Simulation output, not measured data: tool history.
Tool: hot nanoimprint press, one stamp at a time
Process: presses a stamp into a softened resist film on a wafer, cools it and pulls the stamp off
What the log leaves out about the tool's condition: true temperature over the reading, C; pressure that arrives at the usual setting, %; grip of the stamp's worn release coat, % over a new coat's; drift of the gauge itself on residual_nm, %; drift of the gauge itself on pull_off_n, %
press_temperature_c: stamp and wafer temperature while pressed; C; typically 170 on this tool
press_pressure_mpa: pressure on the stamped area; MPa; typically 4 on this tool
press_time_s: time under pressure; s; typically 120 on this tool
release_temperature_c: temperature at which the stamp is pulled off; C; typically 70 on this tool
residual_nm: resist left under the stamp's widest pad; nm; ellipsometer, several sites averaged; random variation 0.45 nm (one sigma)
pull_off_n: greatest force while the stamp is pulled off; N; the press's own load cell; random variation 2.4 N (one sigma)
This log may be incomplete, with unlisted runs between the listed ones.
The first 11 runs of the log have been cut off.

| run | hour | press_temperature_c | press_pressure_mpa | press_time_s | release_temperature_c | hours of work since the thermocouple was calibrated | imprints on the stamp's release coat | hours of work since the press's seals were changed | residual_nm | pull_off_n |
|---|---|---|---|---|---|---|---|---|---|---|
| 12 | 184.2 | 170 | 4.96 | 240 | 70 | 79 | 177 | 496 | 106.8 | 108 |
| 13 | 204.5 | 170 | 4.96 | 240 | 70 | 95 | 235 | 511 | 106.7 | 110 |
| 14 | 224.2 | 170 | 4.96 | 240 | 70 | 110 | 291 | 527 | 106.7 | 107 |
| 15 | 232.8 | 170 | 4 | 120 | 70 | 117 | 315 | 533 | 148.2 | 108 |
| 16 | 245.9 | 170 | 4 | 120 | 76 | 127 | 353 | 543 | 148.4 | 93 |
|  | 263.7 | press's hydraulic seals changed and the load cell set to zero |
| 17 | 264.6 | 170 | 4 | 120 | 76 | 135 | 383 | 1 | 148.4 | 94 |
| 18 | 277.7 | 170 | 4.56 | 120 | 75 | 145 | 421 | 11 | 138.9 | 91 |
| 19 | 286.1 | 170 | 4 | 64 | 65 | 152 | 445 | 17 | 174.6 | 120 |
| 20 | 301.4 | 176 | 2.43 | 86 | 71 | 164 | 488 | 29 | 163.1 | 104 |
| 21 | 317.4 | 164 | 2.97 | 196 | 55 | 176 | 534 | 41 | 175.7 | 145 |
| 22 | 337.1 | 164 | 2.97 | 161 | 55 | 191 | 590 | 57 | 183.7 | 155 |
| 23 | 347.5 | 163 | 4 | 120 | 70 | 199 | 620 | 65 | 183.1 | 110 |
| 24 | 357.6 | 174 | 4.22 | 100 | 58 | 207 | 648 | 72 | 132.7 | 148 |
| 25 | 373.8 | 182 | 5.37 | 198 | 71 | 219 | 694 | 85 | 67.1 | 107 |
| 26 | 394.4 | 182 | 5.37 | 198 | 71 | 235 | 753 | 101 | 66.9 | 109 |
| 27 | 407.1 | 182 | 5.37 | 74 | 73 | 245 | 789 | 110 | 97 | 103 |
| 28 | 423.8 | 182 | 5.37 | 74 | 73 | 258 | 837 | 123 | 97.3 | 99 |
| 29 | 441.7 | 182 | 5.37 | 74 | 73 | 272 | 888 | 137 | 96.8 | 102 |
| 30 | 451 | 174 | 4 | 206 | 70 | 279 | 915 | 144 | 105.5 | 112 |

Below are 3 alternative next runs, each starting from the tool's condition after run 30. Predict each:
| A | 469.1 | 174 | 2.72 | 206 | 70 | 293 | 966 | 158 | ? | ? |
| B | 469.1 | 170 | 4 | 96 | 56 | 293 | 966 | 158 | ? | ? |
| C | 469.1 | 174 | 4 | 94 | 57 | 293 | 966 | 158 | ? | ? |

| run | residual_nm | pull_off_n |
|---|---|---|
| A | 127.5 | 107 |
| B | 155.2 | 143 |
| C | 136.9 | 146 |
With the hidden condition removed and each run's random variation left untouched, the same runs would have given:
| run | residual_nm | pull_off_n |
|---|---|---|
| A | 130.5 | 107 |
| B | 158.9 | 143 |
| C | 140.2 | 145 |
